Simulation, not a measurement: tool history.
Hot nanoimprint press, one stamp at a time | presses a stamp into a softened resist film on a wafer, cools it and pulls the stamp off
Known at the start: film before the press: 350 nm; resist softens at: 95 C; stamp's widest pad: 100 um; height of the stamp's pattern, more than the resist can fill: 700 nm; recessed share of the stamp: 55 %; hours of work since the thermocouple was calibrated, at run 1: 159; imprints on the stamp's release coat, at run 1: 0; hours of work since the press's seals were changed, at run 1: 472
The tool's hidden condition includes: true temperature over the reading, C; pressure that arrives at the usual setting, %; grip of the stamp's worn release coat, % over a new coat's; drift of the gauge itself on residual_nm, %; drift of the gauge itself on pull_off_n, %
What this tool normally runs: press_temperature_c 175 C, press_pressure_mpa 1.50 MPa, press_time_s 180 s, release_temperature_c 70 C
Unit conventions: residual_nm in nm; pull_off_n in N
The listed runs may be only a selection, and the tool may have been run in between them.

| run | hour | press_temperature_c | press_pressure_mpa | press_time_s | release_temperature_c | hours of work since the thermocouple was calibrated | imprints on the stamp's release coat | hours of work since the press's seals were changed | residual_nm | pull_off_n |
|---|---|---|---|---|---|---|---|---|---|---|
| 1 | 0.0 | 175 | 1.50 | 180 | 70 | 159 | 0 | 472 | 182.3 | 114 |
| 2 | 19.4 | 175 | 1.50 | 180 | 70 | 169 | 60 | 482 | 182.9 | 118 |
| 3 | 42.4 | 175 | 1.50 | 180 | 70 | 181 | 132 | 493 | 181.9 | 110 |
| 4 | 86.9 | 175 | 1.50 | 180 | 70 | 204 | 272 | 516 | 184.3 | 122 |
| 5 | 132.0 | 175 | 1.50 | 180 | 70 | 227 | 414 | 539 | 184.1 | 123 |
| 6 | 171.1 | 175 | 1.25 | 180 | 70 | 247 | 536 | 559 | 199.7 | 127 |
| 7 | 203.0 | 175 | 1.50 | 180 | 70 | 263 | 637 | 575 | 186.1 | 133 |
| 8 | 239.2 | 175 | 1.50 | 180 | 68 | 282 | 750 | 594 | 185.0 | 146 |
| 9 | 273.8 | 175 | 1.50 | 180 | 68 | 299 | 859 | 612 | 186.2 | 142 |
| 10 | 293.8 | 175 | 1.50 | 180 | 68 | 309 | 922 | 622 | 186.2 | 147 |
| 11 | 317.7 | 175 | 1.50 | 180 | 68 | 322 | 996 | 634 | 186.1 | 148 |
| 12 | 353.3 | 175 | 1.50 | 180 | 57 | 340 | 1108 | 652 | 186.6 | 196 |
| 13 | 382.1 | 175 | 2.25 | 180 | 57 | 355 | 1199 | 667 | 154.5 | 193 |
|  | 389.2 | plate thermocouple calibrated |
| 14 | 427.5 | 183 | 1.50 | 180 | 70 | 20 | 1332 | 689 | 155.9 | 155 |
|  | 473.5 | press's hydraulic seals changed and the load cell set to zero |
| 15 | 473.5 | 175 | 1.77 | 183 | 70 | 39 | 1451 | 0 | 171.8 | 160 |
| 16 | 518.9 | 163 | 0.91 | 206 | 70 | 62 | 1593 | 23 | 277.1 | 153 |
|  | 536.8 | plate thermocouple calibrated, once more |
| 17 | 542.4 | 175 | 1.50 | 180 | 77 | 3 | 1658 | 34 | 177.3 | 124 |
| 18 | 585.3 | 175 | 1.50 | 180 | 77 | 25 | 1792 | 56 | 179.0 | 125 |
| 19 | 624.6 | 175 | 1.38 | 180 | 69 | 45 | 1916 | 76 | 185.5 | 167 |

Run 20 comes next. What will it give?
| 20 | 672.5 | 175 | 1.38 | 180 | 69 | 69 | 2066 | 100 | ? | ? |

Run 20 produced residual_nm 187.1 nm, pull_off_n 175 N.
With the hidden condition absent and the run-to-run variation left alone, this run would have shown residual_nm 184.7 nm, pull_off_n 119 N.

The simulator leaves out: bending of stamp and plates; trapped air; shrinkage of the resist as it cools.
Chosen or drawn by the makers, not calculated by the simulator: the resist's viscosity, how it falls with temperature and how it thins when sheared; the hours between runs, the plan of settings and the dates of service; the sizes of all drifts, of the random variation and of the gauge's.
